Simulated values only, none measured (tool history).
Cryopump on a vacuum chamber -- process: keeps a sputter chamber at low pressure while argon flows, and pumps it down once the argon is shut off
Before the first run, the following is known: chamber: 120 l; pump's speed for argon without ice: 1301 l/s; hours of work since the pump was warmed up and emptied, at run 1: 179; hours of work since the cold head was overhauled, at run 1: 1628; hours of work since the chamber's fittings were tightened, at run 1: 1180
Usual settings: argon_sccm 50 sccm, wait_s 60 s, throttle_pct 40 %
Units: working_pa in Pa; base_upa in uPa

| run | hour | argon_sccm | wait_s | throttle_pct | hours of work since the pump was warmed up and emptied | hours of work since the cold head was overhauled | hours of work since the chamber's fittings were tightened | working_pa | base_upa |
|---|---|---|---|---|---|---|---|---|---|
| 1 | 0 | 50 | 60 | 40 | 179 | 1628 | 1180 | 0.1751 | 1.19 |
| 2 | 54.4 | 54 | 60 | 40 | 222 | 1671 | 1224 | 0.1958 | 1.22 |
| 3 | 88.1 | 54 | 69 | 40 | 250 | 1699 | 1251 | 0.2009 | 1.11 |
| 4 | 138.2 | 50 | 60 | 40 | 290 | 1739 | 1291 | 0.1911 | 1.24 |
|  | 188.6 | pump warmed up, emptied and cooled again |
| 5 | 197.1 | 50 | 60 | 32 | 7 | 1783 | 1335 | 0.2051 | 1.04 |
| 6 | 252.9 | 50 | 60 | 25 | 52 | 1828 | 1380 | 0.2647 | 1.09 |
| 7 | 319 | 50 | 60 | 25 | 105 | 1881 | 1434 | 0.2688 | 1.16 |
| 8 | 381.6 | 50 | 60 | 25 | 156 | 1932 | 1484 | 0.2712 | 1.15 |
| 9 | 447.1 | 35 | 60 | 40 | 209 | 1985 | 1537 | 0.1246 | 1.25 |
| 10 | 507.7 | 50 | 60 | 40 | 258 | 2034 | 1586 | 0.1869 | 1.24 |
| 11 | 572 | 50 | 60 | 40 | 310 | 2086 | 1638 | 0.1933 | 1.33 |
|  | 598.1 | pump warmed up, emptied and cooled again |
| 12 | 619.4 | 50 | 53 | 40 | 17 | 2120 | 1672 | 0.164 | 1.17 |
| 13 | 669.3 | 50 | 60 | 40 | 58 | 2161 | 1713 | 0.1662 | 1.15 |
| 14 | 710.8 | 50 | 60 | 40 | 91 | 2194 | 1746 | 0.1694 | 1.16 |
| 15 | 740.2 | 50 | 60 | 40 | 115 | 2218 | 1770 | 0.172 | 1.2 |
| 16 | 799.2 | 50 | 60 | 40 | 163 | 2266 | 1818 | 0.1766 | 1.26 |
| 17 | 844.9 | 50 | 60 | 40 | 200 | 2303 | 1855 | 0.1797 | 1.29 |
| 18 | 898.8 | 29 | 60 | 52 | 243 | 2346 | 1898 | 0.0864 | 1.36 |
| 19 | 946.4 | 57 | 22 | 40 | 282 | 2385 | 1937 | 0.2146 | 2.45 |
| 20 | 985.4 | 57 | 22 | 40 | 313 | 2416 | 1968 | 0.2189 | 2.49 |
|  | 1004.2 | pump warmed up, emptied and cooled again |
| 21 | 1025.9 | 58 | 22 | 46 | 18 | 2445 | 1997 | 0.1676 | 2.33 |
| 22 | 1065.6 | 58 | 22 | 46 | 50 | 2477 | 2029 | 0.1681 | 2.33 |
| 23 | 1107 | 58 | 22 | 46 | 83 | 2511 | 2063 | 0.1731 | 2.31 |
| 24 | 1164.1 | 58 | 22 | 38 | 129 | 2557 | 2109 | 0.2118 | 2.29 |
| 25 | 1221.9 | 31 | 146 | 16 | 176 | 2604 | 2156 | 0.2597 | 0.95 |
| 26 | 1269 | 21 | 37 | 16 | 214 | 2642 | 2194 | 0.1804 | 1.78 |
| 27 | 1332.9 | 36 | 70 | 35 | 266 | 2693 | 2245 | 0.1523 | 1.27 |
| 28 | 1398.2 | 36 | 70 | 35 | 319 | 2746 | 2298 | 0.1558 | 1.38 |
|  | 1413.9 | pump warmed up, emptied and cooled again |
| 29 | 1432.3 | 31 | 112 | 20 | 15 | 2770 | 2322 | 0.2028 | 0.87 |
| 30 | 1471.6 | 26 | 222 | 40 | 47 | 2801 | 2354 | 0.0864 | 0.8 |
| 31 | 1507.6 | 34 | 60 | 40 | 76 | 2831 | 2383 | 0.1151 | 1.25 |
| 32 | 1541.6 | 64 | 73 | 40 | 103 | 2858 | 2410 | 0.2186 | 1.12 |
| 33 | 1601.4 | 35 | 63 | 39 | 152 | 2906 | 2459 | 0.1256 | 1.29 |

A few steps of working_pa between consecutive runs. Split each: what settings, incoming material and random variation would produce without the hidden state, and what is left over for the hidden state, along with gauge scatter present in only one of the two compared results (measured, and without hidden state):
The tool's hidden condition here consists of: pump's speed, % of a pump's without ice; cold plate's temperature, K; leak into the chamber, uPa l/s; drift of the gauge itself on working_pa, %; drift of the gauge itself on base_upa, %.
Run 4 -> 5: throttle_pct 40 -> 32, pump warmed up, emptied and cooled again. working_pa +0.014 Pa: hidden state -0.0252, all else +0.0392.
Run 8 -> 9: argon_sccm 50 -> 35, throttle_pct 25 -> 40. working_pa -0.1466 Pa: hidden state -0.0001, all else -0.1465.
Run 11 -> 12: wait_s 60 -> 53, pump warmed up, emptied and cooled again. working_pa -0.0293 Pa: hidden state -0.0287, all else -0.0006.
Run 18 -> 19: argon_sccm 29 -> 57, wait_s 60 -> 22, throttle_pct 52 -> 40. working_pa +0.1282 Pa: hidden state +0.0172, all else +0.111.
Run 20 -> 21: argon_sccm 57 -> 58, throttle_pct 40 -> 46, pump warmed up, emptied and cooled again. working_pa -0.0513 Pa: hidden state -0.0318, all else -0.0195.
Run 29 -> 30: argon_sccm 31 -> 26, wait_s 112 -> 222, throttle_pct 20 -> 40. working_pa -0.1164 Pa: hidden state +0.0008, all else -0.1172.
